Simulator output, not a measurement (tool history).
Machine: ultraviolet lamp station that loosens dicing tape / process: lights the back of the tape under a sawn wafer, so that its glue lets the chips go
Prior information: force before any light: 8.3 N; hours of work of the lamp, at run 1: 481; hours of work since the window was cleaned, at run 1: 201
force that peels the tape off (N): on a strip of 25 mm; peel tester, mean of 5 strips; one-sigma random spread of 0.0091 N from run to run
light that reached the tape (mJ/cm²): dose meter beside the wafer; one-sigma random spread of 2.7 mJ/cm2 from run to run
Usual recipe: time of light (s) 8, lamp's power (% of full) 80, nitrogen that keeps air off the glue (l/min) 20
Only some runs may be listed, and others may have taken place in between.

run    hour  time of light (s)  lamp's power (% of full)  nitrogen that keeps air off the glue (l/min)  hours of work of the lamp  hours of work since the window was cleaned  force that peels the tape off (N)  light that reached the tape (mJ/cm²)
  1       0                  8                        80                                            20                        481                                         201                              0.561                                   313
  2    59.5                  8                        80                                            20                        507                                         227                              0.624                                   308
       93.2  -- window cleaned of glue's vapour
  3      96                  8                        80                                            20                        523                                           1                              0.459                                   342
  4   136.5                  8                        80                                            20                        541                                          19                              0.475                                   337
  5   212.4                  8                        80                                            12                        575                                          52                              0.727                                   328
  6   277.6                 11                        80                                            20                        603                                          81                              0.211                                   446
  7   316.5                 11                        80                                            20                        620                                          98                               0.22                                   442
  8   354.4                  8                        80                                            20                        637                                         115                              0.556                                   319
  9   417.2                  8                        80                                            21                        665                                         143                              0.572                                   321
 10   486.6                 10                        80                                            20                        695                                         173                              0.333                                   387
 11   525.8                  8                        65                                            20                        713                                         191                              1.019                                   247
 12   568.8                  8                        65                                            20                        732                                         209                              1.022                                   249
 13   626.5                  8                        65                                            20                        757                                         235                              1.038                                   237
      641.6  -- window cleaned of glue's vapour
 14     710                  8                        82                                            20                        794                                          30                              0.513                                   329
 15   766.9                 11                        82                                            16                        819                                          55                              0.277                                   448
 16   838.2                  5                        80                                            20                        850                                          87                              1.527                                   193
 17   906.5                  8                        68                                            20                        880                                         117                                0.9                                   259
 18   969.6                  8                        68                                            20                        908                                         144                              0.933                                   261
 19  1038.5                  8                        69                                            23                        938                                         175                              0.869                                   256
 20    1120                  6                        80                                            20                        974                                         211                              1.271                                   216
 21  1187.5                  6                        80                                            20                       1004                                         240                              1.332                                   212
     1192.8  -- window cleaned of glue's vapour
 22  1264.8                  8                        66                                            20                       1038                                          32                              0.919                                   258
 23  1311.7                  8                        66                                            20                       1058                                          52                              0.934                                   256
 24  1357.9                 16                        68                                            16                       1079                                          73                              0.186                                   519
 25  1416.5                  8                        68                                            20                       1104                                          99                              0.947                                   259

Run 26 is up next; what results do you expect?
 26  1468.2                  5                        90                                             9                       1127                                         121                                  ?                                     ?

Run 26 yielded force that peels the tape off (N) 1.961, light that reached the tape (mJ/cm²) 208.
With the hidden condition absent and the run-to-run variation left alone, this run would have shown force that peels the tape off (N) 1.403, light that reached the tape (mJ/cm²) 258.
